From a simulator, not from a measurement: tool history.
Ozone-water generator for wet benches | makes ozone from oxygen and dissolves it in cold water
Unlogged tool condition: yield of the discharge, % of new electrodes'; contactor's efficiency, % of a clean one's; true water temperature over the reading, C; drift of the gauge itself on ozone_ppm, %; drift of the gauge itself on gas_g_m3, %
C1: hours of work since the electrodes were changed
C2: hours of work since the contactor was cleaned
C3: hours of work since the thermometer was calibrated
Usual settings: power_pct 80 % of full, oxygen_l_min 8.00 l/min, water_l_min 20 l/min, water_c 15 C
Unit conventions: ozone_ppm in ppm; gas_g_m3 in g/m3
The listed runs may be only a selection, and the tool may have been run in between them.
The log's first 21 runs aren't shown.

{"run": 22, "hour": 1842.2, "power_pct": 47, "oxygen_l_min": 11.24, "water_l_min": 32, "water_c": 12, "C1": 3936, "C2": 8594, "C3": 2174, "ozone_ppm": 13.9, "gas_g_m3": 134.2}
{"run": 23, "hour": 1895.4, "power_pct": 51, "oxygen_l_min": 8.53, "water_l_min": 13, "water_c": 14, "C1": 3980, "C2": 8638, "C3": 2218, "ozone_ppm": 27.7, "gas_g_m3": 154.2}
{"run": 24, "hour": 2019.4, "power_pct": 51, "oxygen_l_min": 8.53, "water_l_min": 13, "water_c": 14, "C1": 4081, "C2": 8740, "C3": 2319, "ozone_ppm": 27.8, "gas_g_m3": 153.4}
{"run": 25, "hour": 2136.5, "power_pct": 68, "oxygen_l_min": 8.0, "water_l_min": 20, "water_c": 10, "C1": 4177, "C2": 8836, "C3": 2415, "ozone_ppm": 25.5, "gas_g_m3": 186.0}
{"run": 26, "hour": 2210.3, "power_pct": 77, "oxygen_l_min": 7.82, "water_l_min": 24, "water_c": 7, "C1": 4238, "C2": 8896, "C3": 2476, "ozone_ppm": 23.7, "gas_g_m3": 198.7}
{"run": 27, "hour": 2272.4, "power_pct": 44, "oxygen_l_min": 5.8, "water_l_min": 20, "water_c": 15, "C1": 4289, "C2": 8947, "C3": 2527, "ozone_ppm": 18.1, "gas_g_m3": 166.6}
{"run": 28, "hour": 2342.6, "power_pct": 44, "oxygen_l_min": 5.8, "water_l_min": 20, "water_c": 15, "C1": 4347, "C2": 9005, "C3": 2584, "ozone_ppm": 17.9, "gas_g_m3": 165.8}
{"run": 29, "hour": 2431.0, "power_pct": 44, "oxygen_l_min": 7.18, "water_l_min": 21, "water_c": 15, "C1": 4419, "C2": 9077, "C3": 2657, "ozone_ppm": 17.6, "gas_g_m3": 154.1}
{"run": 30, "hour": 2486.1, "power_pct": 80, "oxygen_l_min": 4.52, "water_l_min": 20, "water_c": 15, "C1": 4464, "C2": 9123, "C3": 2702, "ozone_ppm": 23.4, "gas_g_m3": 251.6}
{"run": 31, "hour": 2611.4, "power_pct": 80, "oxygen_l_min": 4.52, "water_l_min": 20, "water_c": 15, "C1": 4567, "C2": 9225, "C3": 2805, "ozone_ppm": 23.5, "gas_g_m3": 250.1}
{"run": 32, "hour": 2678.4, "power_pct": 80, "oxygen_l_min": 8.0, "water_l_min": 18, "water_c": 15, "C1": 4622, "C2": 9280, "C3": 2860, "ozone_ppm": 27.5, "gas_g_m3": 199.4}
{"run": 33, "hour": 2766.9, "power_pct": 82, "oxygen_l_min": 5.32, "water_l_min": 26, "water_c": 15, "C1": 4695, "C2": 9353, "C3": 2933, "ozone_ppm": 18.8, "gas_g_m3": 237.8}
{"run": 34, "hour": 2860.8, "power_pct": 80, "oxygen_l_min": 4.83, "water_l_min": 25, "water_c": 10, "C1": 4772, "C2": 9430, "C3": 3010, "ozone_ppm": 19.9, "gas_g_m3": 242.5}

Branching from run 34: 3 alternative next runs. What would each branch give?
{"run": "A", "hour": 2968.3, "power_pct": 77, "oxygen_l_min": 8.23, "water_l_min": 25, "water_c": 17, "C1": 4860, "C2": 9518, "C3": 3098, "ozone_ppm": "?", "gas_g_m3": "?"}
{"run": "B", "hour": 2968.3, "power_pct": 80, "oxygen_l_min": 8.0, "water_l_min": 16, "water_c": 15, "C1": 4860, "C2": 9518, "C3": 3098, "ozone_ppm": "?", "gas_g_m3": "?"}
{"run": "C", "hour": 2968.3, "power_pct": 64, "oxygen_l_min": 6.52, "water_l_min": 25, "water_c": 19, "C1": 4860, "C2": 9518, "C3": 3098, "ozone_ppm": "?", "gas_g_m3": "?"}

run=A ozone_ppm=19.5 gas_g_m3=191.2
run=B ozone_ppm=29.7 gas_g_m3=198.5
run=C ozone_ppm=16.8 gas_g_m3=193.9
Had the tool no hidden state, the same runs would have come out as:
run=A ozone_ppm=23.5 gas_g_m3=211.4
run=B ozone_ppm=35.2 gas_g_m3=219.9
run=C ozone_ppm=20.0 gas_g_m3=212.2
